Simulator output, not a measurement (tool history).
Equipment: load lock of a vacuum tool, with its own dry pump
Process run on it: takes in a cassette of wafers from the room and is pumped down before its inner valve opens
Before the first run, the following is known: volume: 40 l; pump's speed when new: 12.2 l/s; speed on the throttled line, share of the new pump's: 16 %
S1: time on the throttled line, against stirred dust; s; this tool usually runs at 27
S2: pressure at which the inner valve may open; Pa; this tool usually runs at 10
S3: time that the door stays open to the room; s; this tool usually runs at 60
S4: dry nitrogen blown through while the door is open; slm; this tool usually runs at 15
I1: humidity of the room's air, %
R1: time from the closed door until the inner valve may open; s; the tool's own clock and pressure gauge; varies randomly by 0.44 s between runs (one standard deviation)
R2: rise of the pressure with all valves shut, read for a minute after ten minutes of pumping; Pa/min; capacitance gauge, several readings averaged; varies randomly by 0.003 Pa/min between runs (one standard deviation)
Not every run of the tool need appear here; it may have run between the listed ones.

Run 1, day 0: usual settings; I1 47.1. Result: R1 54.8 s, R2 0.268 Pa/min.
Run 2, day 2.579: usual settings but S2 8 Pa; I1 47.1. Result: R1 56.6 s, R2 0.272 Pa/min.
Run 3, day 4.438: usual settings but S3 76 s; I1 46.5. Result: R1 54.7 s, R2 0.287 Pa/min.
Run 4, day 6.788: usual settings; I1 44.4. Result: R1 55.3 s, R2 0.283 Pa/min.
Run 5, day 10.604: usual settings; I1 42.4. Result: R1 55.6 s, R2 0.284 Pa/min.
Run 6, day 12.912: usual settings but S3 162 s; I1 47.3. Result: R1 55.4 s, R2 0.336 Pa/min.
At day 16: door's seal changed, seat wiped.
Run 7, day 16.904: usual settings but S4 23 slm; I1 43. Result: R1 55.3 s, R2 0.036 Pa/min.
Run 8, day 20.808: usual settings but S4 23 slm; I1 44.6. Result: R1 54.7 s, R2 0.04 Pa/min.
Run 9, day 23.258: usual settings but S4 23 slm; I1 46.9. Result: R1 55.4 s, R2 0.047 Pa/min.
Run 10, day 25.104: usual settings but S1 46 s; I1 45.3. Result: R1 70.8 s, R2 0.051 Pa/min.
Run 11, day 29.142: usual settings; I1 49.2. Result: R1 56 s, R2 0.056 Pa/min.
Run 12, day 33.296: usual settings but S2 12 Pa; I1 42.6. Result: R1 53.7 s, R2 0.051 Pa/min.
Run 13, day 36.475: usual settings but S2 12 Pa, S4 35 slm; I1 45.7. Result: R1 54.9 s, R2 0.035 Pa/min.
Run 14, day 39.946: usual settings but S2 12 Pa, S4 35 slm; I1 43.3. Result: R1 54.5 s, R2 0.044 Pa/min.
Run 15, day 41.825: usual settings but S2 7 Pa; I1 47.4. Result: R1 56.8 s, R2 0.055 Pa/min.
Run 16, day 43.904: usual settings; I1 45.1. Result: R1 56.6 s, R2 0.058 Pa/min.
Run 17, day 46.675: usual settings but S1 46 s, S3 232 s, S4 7 slm; I1 45.4. Result: R1 71.7 s, R2 0.151 Pa/min.
Run 18, day 48.488: usual settings but S1 16 s, S4 7 slm; I1 43. Result: R1 46.9 s, R2 0.075 Pa/min.
Run 19, day 50.9: usual settings but S1 45 s, S2 8 Pa, S3 221 s; I1 44.6. Result: R1 72.5 s, R2 0.117 Pa/min.
Run 20, day 54.646: usual settings but S1 45 s, S2 8 Pa, S3 221 s; I1 43.2. Result: R1 70.7 s, R2 0.115 Pa/min.
Run 21, day 57.033: usual settings but S1 33 s, S2 14 Pa, S3 176 s, S4 5 slm; I1 41.9. Result: R1 59.4 s, R2 0.135 Pa/min.
Run 22, day 59.354: usual settings but S1 28 s, S2 14 Pa, S3 176 s, S4 5 slm; I1 47.4. Result: R1 55.4 s, R2 0.155 Pa/min.
Run 23, day 63: usual settings but S1 26 s, S2 12 Pa, S3 151 s, S4 6 slm; I1 43.7. Result: R1 55 s, R2 0.121 Pa/min.
Run 24, day 66.483: usual settings but S1 23 s; I1 42.9. Result: R1 51.4 s, R2 0.071 Pa/min.
Run 25, day 69.396: usual settings but S1 23 s; I1 41.2. Result: R1 53.3 s, R2 0.067 Pa/min.
Run 26, day 72.362: usual settings but S1 39 s, S4 29 slm; I1 44.1. Result: R1 65.7 s, R2 0.062 Pa/min.
Run 27, day 74.346: usual settings but S1 30 s, S3 116 s, S4 5 slm; I1 45.9. Result: R1 58.9 s, R2 0.123 Pa/min.
Run 28, day 77.746: usual settings but S1 30 s, S3 116 s, S4 5 slm; I1 47.6. Result: R1 58.4 s, R2 0.136 Pa/min.
Run 29, day 81.129: usual settings but S1 23 s, S3 142 s, S4 12 slm; I1 41.9. Result: R1 53.4 s, R2 0.114 Pa/min.
Run 30, day 83.208: usual settings but S1 23 s, S3 142 s, S4 12 slm; I1 44.5. Result: R1 53.2 s, R2 0.125 Pa/min.
Run 31, day 85.504: usual settings but S1 25 s, S4 7 slm; I1 44.5. Result: R1 55 s, R2 0.094 Pa/min.

Below are 5 alternative next runs, each starting from the tool's condition after run 31. Predict each:
Run A, day 88.875: usual settings but S1 37 s, S2 12 Pa, S3 79 s, S4 7 slm; I1 44.5. Result: R1 ?, R2 ?.
Run B, day 88.875: usual settings but S1 25 s, S2 7 Pa, S4 7 slm; I1 47. Result: R1 ?, R2 ?.
Run C, day 88.875: usual settings but S1 25 s, S2 19 Pa, S4 7 slm; I1 45.9. Result: R1 ?, R2 ?.
Run D, day 88.875: usual settings but S1 25 s, S4 25 slm; I1 45.8. Result: R1 ?, R2 ?.
Run E, day 88.875: usual settings but S1 17 s, S2 19 Pa, S3 78 s; I1 44.4. Result: R1 ?, R2 ?.

run    R1     R2
  A  63.6  0.099
  B    56  0.096
  C  51.6  0.092
  D  54.7  0.073
  E    46  0.092
With the hidden condition removed and each run's random variation left untouched, the same runs would have given:
run    R1     R2
  A  60.6  0.063
  B  52.5  0.059
  C  48.6  0.056
  D  51.3  0.037
  E  42.8  0.055
